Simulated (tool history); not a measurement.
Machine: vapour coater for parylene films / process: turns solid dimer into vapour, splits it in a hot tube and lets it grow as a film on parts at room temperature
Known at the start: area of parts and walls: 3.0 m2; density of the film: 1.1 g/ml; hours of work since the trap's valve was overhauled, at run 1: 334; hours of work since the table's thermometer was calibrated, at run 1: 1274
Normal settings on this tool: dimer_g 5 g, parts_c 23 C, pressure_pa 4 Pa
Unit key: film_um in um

run   hour  dimer_g  parts_c  pressure_pa  hours of work since the trap's valve was overhauled  hours of work since the table's thermometer was calibrated  film_um
  1      0        5       23            4                                                  334                                                        1274    1.141
  2   27.8        5       23            4                                                  357                                                        1297    1.134
  3   59.4        5       23            4                                                  384                                                        1323    1.131
  4   76.6        5       23            4                                                  398                                                        1338    1.121
  5   96.5        5       23            4                                                  415                                                        1354    1.128
  6  113.8        3       23            4                                                  429                                                        1369    0.669
  7  131.2        3       23            4                                                  444                                                        1383    0.672
     164.8  -- trap's valve overhauled
  8  171.7        3       23        11.63                                                    6                                                        1414    0.567
  9  203.7        3       23        11.63                                                   33                                                        1441    0.586
 10  222.3        5       32          7.5                                                   48                                                        1456    0.714
     247.1  -- table's thermometer calibrated
 11  255.6        6       23         6.99                                                   75                                                           7    1.295
 12  283.9        4       23            4                                                   99                                                          31    0.957
 13  304.3        6       19          5.3                                                  116                                                          48    1.615
 14  322.3        3       21          9.3                                                  131                                                          63    0.653
 15  357.6        3       21          9.3                                                  160                                                          93    0.653
 16  382.9        2       23         6.95                                                  182                                                         114    0.421
 17  409.9        2       23         4.14                                                  204                                                         136    0.462
 18  436.4        5       27            4                                                  226                                                         158    0.993

Here are 4 independent what-if runs from the current tool condition. What would each one return?
  A  472.5        9       23            4                                                  257                                                         189        ?
  B  472.5        2       27            4                                                  257                                                         189        ?
  C  472.5        5       27         2.89                                                  257                                                         189        ?
  D  472.5        6       25         2.73                                                  257                                                         189        ?

run  film_um
  A    2.092
  B    0.395
  C    1.053
  D    1.392
With the hidden condition removed and each run's random variation left untouched, the same runs would have given:
run  film_um
  A    2.211
  B    0.417
  C    1.114
  D    1.472
